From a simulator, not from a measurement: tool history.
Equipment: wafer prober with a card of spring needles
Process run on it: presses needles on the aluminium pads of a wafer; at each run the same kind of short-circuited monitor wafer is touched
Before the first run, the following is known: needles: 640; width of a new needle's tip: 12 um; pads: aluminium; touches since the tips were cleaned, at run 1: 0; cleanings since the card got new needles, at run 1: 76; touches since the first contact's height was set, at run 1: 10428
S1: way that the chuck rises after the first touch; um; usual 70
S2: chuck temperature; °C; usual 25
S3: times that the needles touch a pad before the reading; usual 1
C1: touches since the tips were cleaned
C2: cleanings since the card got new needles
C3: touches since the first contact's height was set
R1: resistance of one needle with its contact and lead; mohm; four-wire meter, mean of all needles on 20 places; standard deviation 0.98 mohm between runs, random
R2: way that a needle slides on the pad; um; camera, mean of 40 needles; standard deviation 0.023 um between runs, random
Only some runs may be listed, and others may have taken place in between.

run,hour,S1,S2,S3,C1,C2,C3,R1,R2
1,0,70,25,1,0,76,10428,132,15.5
# hour 10.7: tips cleaned on abrasive film
# hour 19.2: tips cleaned on abrasive film
# hour 27.8: tips cleaned on abrasive film
# hour 38.5: tips cleaned on abrasive film
# hour 49.2: tips cleaned on abrasive film
# hour 57.7: tips cleaned on abrasive film
# hour 68.4: tips cleaned on abrasive film
# hour 79.1: tips cleaned on abrasive film
2,86.6,70,25,1,4562,84,62818,133.4,15.54
# hour 88.8: tips cleaned on abrasive film
# hour 99.5: tips cleaned on abrasive film
# hour 108.1: tips cleaned on abrasive film
# hour 116.6: tips cleaned on abrasive film
# hour 127.3: tips cleaned on abrasive film
# hour 135.9: tips cleaned on abrasive film
# hour 144.5: tips cleaned on abrasive film
# hour 155.1: tips cleaned on abrasive film
3,158.6,70,25,1,2094,92,106287,132.4,15.56
# hour 165: tips cleaned on abrasive film
# hour 173.6: tips cleaned on abrasive film
# hour 182.2: tips cleaned on abrasive film
# hour 192.9: tips cleaned on abrasive film
# hour 201.4: tips cleaned on abrasive film
# hour 212.1: tips cleaned on abrasive film
# hour 220.7: tips cleaned on abrasive film
# hour 229.2: tips cleaned on abrasive film
4,231.9,70,25,1,1646,100,150598,133.5,15.49
# hour 238.4: tips cleaned on abrasive film
# hour 249.1: tips cleaned on abrasive film
# hour 257.6: tips cleaned on abrasive film
# hour 266.2: tips cleaned on abrasive film
5,272.3,70,25,1,3734,104,175020,133.9,15.53
# hour 276.7: tips cleaned on abrasive film
# hour 285.2: tips cleaned on abrasive film
# hour 295.9: tips cleaned on abrasive film
# hour 304.5: tips cleaned on abrasive film
# hour 315.2: tips cleaned on abrasive film
# hour 325.9: tips cleaned on abrasive film
# hour 336.6: tips cleaned on abrasive film
6,338.8,63,25,1,1391,111,215198,135,13.96
# hour 345.3: tips cleaned on abrasive film
# hour 349.8: height of the first contact set anew
# hour 356.3: tips cleaned on abrasive film
# hour 364.8: tips cleaned on abrasive film
# hour 375.5: tips cleaned on abrasive film
# hour 384.1: tips cleaned on abrasive film
# hour 394.8: tips cleaned on abrasive film
# hour 405.5: tips cleaned on abrasive film
7,412.9,63,25,1,4534,118,38150,134,13.96
# hour 415.1: tips cleaned on abrasive film
# hour 423.7: tips cleaned on abrasive film
# hour 432.2: tips cleaned on abrasive film
# hour 442.9: tips cleaned on abrasive film
# hour 451.5: tips cleaned on abrasive film
# hour 462.2: tips cleaned on abrasive film
# hour 470.7: tips cleaned on abrasive film
8,478.6,63,25,1,4795,125,77854,133.5,13.95
# hour 480.8: tips cleaned on abrasive film
# hour 491.5: tips cleaned on abrasive film
# hour 500.1: tips cleaned on abrasive film
# hour 510.8: tips cleaned on abrasive film
# hour 519.3: tips cleaned on abrasive film
# hour 530: tips cleaned on abrasive film
# hour 538.6: tips cleaned on abrasive film
# hour 549.3: tips cleaned on abrasive film
9,550.9,70,25,1,970,133,121489,131.9,15.51
# hour 559.4: tips cleaned on abrasive film
# hour 570.1: tips cleaned on abrasive film
# hour 578.7: tips cleaned on abrasive film
# hour 589.4: tips cleaned on abrasive film
# hour 597.9: tips cleaned on abrasive film
# hour 608.6: tips cleaned on abrasive film
# hour 619.3: tips cleaned on abrasive film
# hour 630: tips cleaned on abrasive film
# hour 640: tips cleaned on abrasive film
10,640,70,25,1,0,142,175354,131.8,15.49
# hour 650.6: tips cleaned on abrasive film
# hour 661.3: tips cleaned on abrasive film
# hour 669.9: tips cleaned on abrasive film
# hour 678.5: tips cleaned on abrasive film
11,681.4,70,25,1,1784,146,200409,131.6,15.5
# hour 687.8: tips cleaned on abrasive film
# hour 696.4: tips cleaned on abrasive film
# hour 707.1: tips cleaned on abrasive film
# hour 715.9: height of the first contact set anew
# hour 718.1: tips cleaned on abrasive film
12,719.6,68,79,2,942,150,2235,141.7,15.08
# hour 728.2: tips cleaned on abrasive film
# hour 736.8: tips cleaned on abrasive film
# hour 747.5: tips cleaned on abrasive film
# hour 756: tips cleaned on abrasive film
# hour 766.7: tips cleaned on abrasive film
# hour 775.3: tips cleaned on abrasive film
# hour 783.8: tips cleaned on abrasive film
# hour 794.5: tips cleaned on abrasive film
# hour 804.4: tips cleaned on abrasive film
13,804.4,71,25,1,0,159,53431,131.7,15.77
# hour 812.9: tips cleaned on abrasive film
# hour 823.6: tips cleaned on abrasive film
# hour 832.2: tips cleaned on abrasive film
# hour 842.9: tips cleaned on abrasive film
# hour 851.4: tips cleaned on abrasive film
# hour 862.1: tips cleaned on abrasive film
# hour 870.7: tips cleaned on abrasive film
# hour 879.3: tips cleaned on abrasive film
14,886.7,71,25,1,4560,167,103243,132.5,15.73
# hour 889: tips cleaned on abrasive film
# hour 897.5: tips cleaned on abrasive film
# hour 908.2: tips cleaned on abrasive film
# hour 918.9: tips cleaned on abrasive film
# hour 929.6: tips cleaned on abrasive film
# hour 938.2: tips cleaned on abrasive film
# hour 948.8: tips cleaned on abrasive film
15,948.8,77,77,2,0,174,140693,139.6,17.09
# hour 957.3: tips cleaned on abrasive film
# hour 968: tips cleaned on abrasive film
# hour 978.7: tips cleaned on abrasive film
# hour 989.4: tips cleaned on abrasive film
# hour 1000.1: tips cleaned on abrasive film
# hour 1010.8: tips cleaned on abrasive film
# hour 1022.8: card fitted with new needles
# hour 1033.5: tips cleaned on abrasive film
# hour 1044.1: tips cleaned on abrasive film
16,1050.4,76,100,1,3795,2,16724,145.9,16.83
# hour 1054.7: tips cleaned on abrasive film
# hour 1065.4: tips cleaned on abrasive film
# hour 1076.1: tips cleaned on abrasive film
# hour 1086.7: tips cleaned on abrasive film
# hour 1097.4: tips cleaned on abrasive film
17,1097.8,65,114,2,211,7,45379,146.2,14.4
# hour 1106.3: tips cleaned on abrasive film
# hour 1114.9: tips cleaned on abrasive film
# hour 1125.6: tips cleaned on abrasive film
# hour 1134.2: tips cleaned on abrasive film
18,1135.9,65,114,2,1064,11,68420,147.5,14.43
# hour 1144.5: tips cleaned on abrasive film
# hour 1153: tips cleaned on abrasive film
# hour 1161.6: tips cleaned on abrasive film
# hour 1172.3: tips cleaned on abrasive film
19,1177.8,65,114,2,3361,15,93760,146.9,14.43
# hour 1182.1: tips cleaned on abrasive film
# hour 1190.7: tips cleaned on abrasive film
# hour 1201.4: tips cleaned on abrasive film
# hour 1210: tips cleaned on abrasive film
# hour 1220.7: tips cleaned on abrasive film
# hour 1231.3: tips cleaned on abrasive film
# hour 1239.9: tips cleaned on abrasive film
# hour 1248.5: tips cleaned on abrasive film
# hour 1257: tips cleaned on abrasive film
# hour 1267.7: tips cleaned on abrasive film
20,1267.8,70,62,3,54,25,148117,138.9,15.51
# hour 1276.4: tips cleaned on abrasive film
# hour 1287.1: tips cleaned on abrasive film
# hour 1297.8: tips cleaned on abrasive film
# hour 1308.5: tips cleaned on abrasive film
# hour 1319.2: tips cleaned on abrasive film
21,1319.4,70,62,3,152,30,179312,138.3,15.51

For each entry between runs, how does the tool's hidden state at the last listed run before it compare with that at the first listed run after it?
After run 1, before run 2: tips cleaned on abrasive film (hour 10.7); tips cleaned on abrasive film (hour 19.2); tips cleaned on abrasive film (hour 27.8); tips cleaned on abrasive film (hour 38.5); tips cleaned on abrasive film (hour 49.2); tips cleaned on abrasive film (hour 57.7); tips cleaned on abrasive film (hour 68.4); tips cleaned on abrasive film (hour 79.1)
  debris on the tips, nm: 0.3 -> 2.6; way that the needles fall short of the set height, um: 0 -> 0.01
After run 2, before run 3: tips cleaned on abrasive film (hour 88.8); tips cleaned on abrasive film (hour 99.5); tips cleaned on abrasive film (hour 108.1); tips cleaned on abrasive film (hour 116.6); tips cleaned on abrasive film (hour 127.3); tips cleaned on abrasive film (hour 135.9); tips cleaned on abrasive film (hour 144.5); tips cleaned on abrasive film (hour 155.1)
  debris on the tips, nm: 2.6 -> 1.8; way that the needles fall short of the set height, um: 0.01 -> 0.03; tips' diameter, um: 12.04 -> 12.05
After run 3, before run 4: tips cleaned on abrasive film (hour 165); tips cleaned on abrasive film (hour 173.6); tips cleaned on abrasive film (hour 182.2); tips cleaned on abrasive film (hour 192.9); tips cleaned on abrasive film (hour 201.4); tips cleaned on abrasive film (hour 212.1); tips cleaned on abrasive film (hour 220.7); tips cleaned on abrasive film (hour 229.2)
  way that the needles fall short of the set height, um: 0.03 -> 0.04
After run 4, before run 5: tips cleaned on abrasive film (hour 238.4); tips cleaned on abrasive film (hour 249.1); tips cleaned on abrasive film (hour 257.6); tips cleaned on abrasive film (hour 266.2)
  debris on the tips, nm: 1.8 -> 2.5
After run 5, before run 6: tips cleaned on abrasive film (hour 276.7); tips cleaned on abrasive film (hour 285.2); tips cleaned on abrasive film (hour 295.9); tips cleaned on abrasive film (hour 304.5); tips cleaned on abrasive film (hour 315.2); tips cleaned on abrasive film (hour 325.9); tips cleaned on abrasive film (hour 336.6)
  debris on the tips, nm: 2.5 -> 1.4; way that the needles fall short of the set height, um: 0.04 -> 0.05; tips' diameter, um: 12.05 -> 12.06
After run 6, before run 7: tips cleaned on abrasive film (hour 345.3); height of the first contact set anew (hour 349.8); tips cleaned on abrasive film (hour 356.3); tips cleaned on abrasive film (hour 364.8); tips cleaned on abrasive film (hour 375.5); tips cleaned on abrasive film (hour 384.1); tips cleaned on abrasive film (hour 394.8); tips cleaned on abrasive film (hour 405.5)
  debris on the tips, nm: 1.4 -> 2.6; way that the needles fall short of the set height, um: 0.05 -> 0.01
After run 7, before run 8: tips cleaned on abrasive film (hour 415.1); tips cleaned on abrasive film (hour 423.7); tips cleaned on abrasive film (hour 432.2); tips cleaned on abrasive film (hour 442.9); tips cleaned on abrasive film (hour 451.5); tips cleaned on abrasive film (hour 462.2); tips cleaned on abrasive film (hour 470.7)
  debris on the tips, nm: 2.6 -> 2.7; way that the needles fall short of the set height, um: 0.01 -> 0.02
After run 8, before run 9: tips cleaned on abrasive film (hour 480.8); tips cleaned on abrasive film (hour 491.5); tips cleaned on abrasive film (hour 500.1); tips cleaned on abrasive film (hour 510.8); tips cleaned on abrasive film (hour 519.3); tips cleaned on abrasive film (hour 530); tips cleaned on abrasive film (hour 538.6); tips cleaned on abrasive film (hour 549.3)
  debris on the tips, nm: 2.7 -> 1.2; way that the needles fall short of the set height, um: 0.02 -> 0.03; tips' diameter, um: 12.06 -> 12.07
After run 9, before run 10: tips cleaned on abrasive film (hour 559.4); tips cleaned on abrasive film (hour 570.1); tips cleaned on abrasive film (hour 578.7); tips cleaned on abrasive film (hour 589.4); tips cleaned on abrasive film (hour 597.9); tips cleaned on abrasive film (hour 608.6); tips cleaned on abrasive film (hour 619.3); tips cleaned on abrasive film (hour 630); tips cleaned on abrasive film (hour 640)
  debris on the tips, nm: 1.2 -> 0.3; way that the needles fall short of the set height, um: 0.03 -> 0.04
After run 10, before run 11: tips cleaned on abrasive film (hour 650.6); tips cleaned on abrasive film (hour 661.3); tips cleaned on abrasive film (hour 669.9); tips cleaned on abrasive film (hour 678.5)
  debris on the tips, nm: 0.3 -> 1.8; way that the needles fall short of the set height, um: 0.04 -> 0.05
After run 11, before run 12: tips cleaned on abrasive film (hour 687.8); tips cleaned on abrasive film (hour 696.4); tips cleaned on abrasive film (hour 707.1); height of the first contact set anew (hour 715.9); tips cleaned on abrasive film (hour 718.1)
  debris on the tips, nm: 1.8 -> 1.1; way that the needles fall short of the set height, um: 0.05 -> 0; tips' diameter, um: 12.07 -> 12.08
After run 12, before run 13: tips cleaned on abrasive film (hour 728.2); tips cleaned on abrasive film (hour 736.8); tips cleaned on abrasive film (hour 747.5); tips cleaned on abrasive film (hour 756); tips cleaned on abrasive film (hour 766.7); tips cleaned on abrasive film (hour 775.3); tips cleaned on abrasive film (hour 783.8); tips cleaned on abrasive film (hour 794.5); tips cleaned on abrasive film (hour 804.4)
  debris on the tips, nm: 1.1 -> 0.1; way that the needles fall short of the set height, um: 0 -> 0.01
After run 13, before run 14: tips cleaned on abrasive film (hour 812.9); tips cleaned on abrasive film (hour 823.6); tips cleaned on abrasive film (hour 832.2); tips cleaned on abrasive film (hour 842.9); tips cleaned on abrasive film (hour 851.4); tips cleaned on abrasive film (hour 862.1); tips cleaned on abrasive film (hour 870.7); tips cleaned on abrasive film (hour 879.3)
  debris on the tips, nm: 0.1 -> 2.7; way that the needles fall short of the set height, um: 0.01 -> 0.02
After run 14, before run 15: tips cleaned on abrasive film (hour 889); tips cleaned on abrasive film (hour 897.5); tips cleaned on abrasive film (hour 908.2); tips cleaned on abrasive film (hour 918.9); tips cleaned on abrasive film (hour 929.6); tips cleaned on abrasive film (hour 938.2); tips cleaned on abrasive film (hour 948.8)
  debris on the tips, nm: 2.7 -> 0.3; way that the needles fall short of the set height, um: 0.02 -> 0.03; tips' diameter, um: 12.08 -> 12.09
After run 15, before run 16: tips cleaned on abrasive film (hour 957.3); tips cleaned on abrasive film (hour 968); tips cleaned on abrasive film (hour 978.7); tips cleaned on abrasive film (hour 989.4); tips cleaned on abrasive film (hour 1000.1); tips cleaned on abrasive film (hour 1010.8); card fitted with new needles (hour 1022.8); tips cleaned on abrasive film (hour 1033.5); tips cleaned on abrasive film (hour 1044.1)
  debris on the tips, nm: 0.3 -> 2.6; way that the needles fall short of the set height, um: 0.03 -> 0; tips' diameter, um: 12.09 -> 12
After run 16, before run 17: tips cleaned on abrasive film (hour 1054.7); tips cleaned on abrasive film (hour 1065.4); tips cleaned on abrasive film (hour 1076.1); tips cleaned on abrasive film (hour 1086.7); tips cleaned on abrasive film (hour 1097.4)
  debris on the tips, nm: 2.6 -> 0.5; way that the needles fall short of the set height, um: 0 -> 0.01
After run 17, before run 18: tips cleaned on abrasive film (hour 1106.3); tips cleaned on abrasive film (hour 1114.9); tips cleaned on abrasive film (hour 1125.6); tips cleaned on abrasive film (hour 1134.2)
  debris on the tips, nm: 0.5 -> 1.4; tips' diameter, um: 12 -> 12.01
After run 18, before run 19: tips cleaned on abrasive film (hour 1144.5); tips cleaned on abrasive film (hour 1153); tips cleaned on abrasive film (hour 1161.6); tips cleaned on abrasive film (hour 1172.3)
  debris on the tips, nm: 1.4 -> 2.4; way that the needles fall short of the set height, um: 0.01 -> 0.02
After run 19, before run 20: tips cleaned on abrasive film (hour 1182.1); tips cleaned on abrasive film (hour 1190.7); tips cleaned on abrasive film (hour 1201.4); tips cleaned on abrasive film (hour 1210); tips cleaned on abrasive film (hour 1220.7); tips cleaned on abrasive film (hour 1231.3); tips cleaned on abrasive film (hour 1239.9); tips cleaned on abrasive film (hour 1248.5); tips cleaned on abrasive film (hour 1257); tips cleaned on abrasive film (hour 1267.7)
  debris on the tips, nm: 2.4 -> 0.4; way that the needles fall short of the set height, um: 0.02 -> 0.03
After run 20, before run 21: tips cleaned on abrasive film (hour 1276.4); tips cleaned on abrasive film (hour 1287.1); tips cleaned on abrasive film (hour 1297.8); tips cleaned on abrasive film (hour 1308.5); tips cleaned on abrasive film (hour 1319.2)
  way that the needles fall short of the set height, um: 0.03 -> 0.04
